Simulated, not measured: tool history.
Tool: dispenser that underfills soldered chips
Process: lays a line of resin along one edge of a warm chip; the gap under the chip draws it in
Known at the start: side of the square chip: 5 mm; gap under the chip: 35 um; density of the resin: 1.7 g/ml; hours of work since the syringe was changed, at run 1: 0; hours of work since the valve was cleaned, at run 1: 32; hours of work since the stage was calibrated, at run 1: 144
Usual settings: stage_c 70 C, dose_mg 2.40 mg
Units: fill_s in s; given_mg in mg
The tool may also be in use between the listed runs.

run   hour  stage_c  dose_mg  hours of work since the syringe was changed  hours of work since the valve was cleaned  hours of work since the stage was calibrated  fill_s  given_mg
  1    0.0       70     2.40                                            0                                         32                                           144    16.7     2.361
      10.0  -- new syringe of resin
  2   15.1       70     2.40                                            4                                         43                                           155    20.2     2.337
      20.1  -- new syringe of resin
  3   28.3       70     2.27                                            6                                         53                                           164    22.0     2.202
      29.9  -- new syringe of resin
  4   38.5       70     2.40                                            6                                         60                                           172    22.3     2.313
      39.9  -- new syringe of resin
  5   47.5       70     2.40                                            6                                         67                                           178    21.2     2.319
      50.5  -- new syringe of resin
      60.3  -- new syringe of resin
  6   61.3       70     2.40                                            1                                         77                                           188    17.3     2.288
  7   68.2       70     2.40                                            6                                         82                                           193    20.9     2.297
      71.3  -- new syringe of resin
  8   78.9       70     2.40                                            6                                         90                                           201    21.3     2.269
      81.6  -- new syringe of resin
  9   86.1       70     2.40                                            3                                         95                                           206    19.7     2.250
      89.1  -- dispensing valve cleaned and set on the balance
      92.9  -- new syringe of resin
 10  101.1       70     2.82                                            6                                          9                                           217    20.7     2.817
     102.8  -- new syringe of resin
     112.4  -- new syringe of resin
 11  117.5       70     2.40                                            4                                         21                                           229    20.4     2.370
     122.8  -- new syringe of resin
 12  128.5       61     2.40                                            4                                         29                                           237    30.1     2.371
     132.4  -- new syringe of resin
 13  141.4       81     2.40                                            7                                         38                                           246    13.7     2.359
     143.0  -- new syringe of resin
     152.8  -- new syringe of resin
 14  154.8       70     2.40                                            2                                         48                                           256    17.9     2.333
     162.4  -- new syringe of resin
 15  167.6       85     2.40                                            4                                         57                                           265    10.1     2.336
     172.4  -- new syringe of resin
     182.4  -- new syringe of resin
 16  182.9       85     2.40                                            0                                         68                                           276     9.2     2.312
 17  190.2       85     2.40                                            6                                         73                                           281    11.0     2.283
     192.7  -- new syringe of resin
 18  200.7       70     3.08                                            6                                         81                                           289    21.3     2.936
     202.8  -- new syringe of resin
 19  208.1       70     3.08                                            4                                         86                                           294    19.2     2.930
     213.1  -- new syringe of resin
 20  216.3       70     3.08                                            2                                         92                                           300    18.8     2.918
     222.6  -- dispensing valve cleaned and set on the balance
     224.3  -- new syringe of resin
 21  228.6       80     2.40                                            3                                          4                                           309    11.8     2.403
     234.6  -- new syringe of resin
 22  241.2       58     2.28                                            5                                         13                                           318    35.7     2.254
     245.5  -- new syringe of resin
     255.1  -- new syringe of resin
 23  256.2       58     2.33                                            1                                         24                                           329    30.9     2.297
 24  264.3       66     2.47                                            7                                         30                                           335    26.5     2.429
     265.8  -- new syringe of resin
     275.6  -- new syringe of resin
 25  279.2       58     2.24                                            3                                         41                                           345    33.9     2.192
     285.3  -- new syringe of resin
 26  294.0       60     2.24                                            6                                         52                                           356    34.5     2.168
     295.3  -- new syringe of resin
     306.1  -- new syringe of resin
 27  306.4       83     3.09                                            0                                         61                                           365     9.3     2.988
     316.9  -- new syringe of resin
 28  322.8       83     3.09                                            4                                         73                                           377    11.0     2.952
     327.5  -- new syringe of resin
 29  332.4       57     2.70                                            4                                         80                                           384    35.0     2.576
     337.8  -- new syringe of resin
 30  345.7       55     2.12                                            6                                         89                                           394    43.2     2.001
     348.2  -- new syringe of resin
     356.4  -- dispensing valve cleaned and set on the balance
 31  357.7       55     2.12                                            6                                          1                                           402    44.1     2.103
     360.1  -- new syringe of resin
 32  367.5       63     3.06                                            6                                          8                                           409    27.3     3.038
     369.8  -- new syringe of resin
 33  379.0       63     3.06                                            7                                         17                                           417    29.4     3.024

Some steps in fill_s between neighbouring runs. How much of each would the tool show without its hidden state too (settings, what came in, random variation), and how much is left for the hidden state, with any gauge scatter that isn't in both results?
The hidden state here: resin's viscosity, % of fresh resin's; dose that the valve gives, % of what is set; true chip temperature over the reading, C; drift of the gauge itself on fill_s, %; drift of the gauge itself on given_mg, %.
Run 21 -> 22: stage_c 80 -> 58, dose_mg 2.40 -> 2.28, new syringe of resin. fill_s +23.9 s: hidden state +3.4, all else +20.5.
Run 22 -> 23: dose_mg 2.28 -> 2.33, new syringe of resin, new syringe of resin. fill_s -4.8 s: hidden state -4.9, all else +0.1.
Run 23 -> 24: stage_c 58 -> 66, dose_mg 2.33 -> 2.47. fill_s -4.4 s: hidden state +5.6, all else -10.0.
Run 26 -> 27: stage_c 60 -> 83, dose_mg 2.24 -> 3.09, new syringe of resin, new syringe of resin. fill_s -25.2 s: hidden state -5.9, all else -19.3.
Run 28 -> 29: stage_c 83 -> 57, dose_mg 3.09 -> 2.70, new syringe of resin. fill_s +24.0 s: hidden state +0.1, all else +23.9.
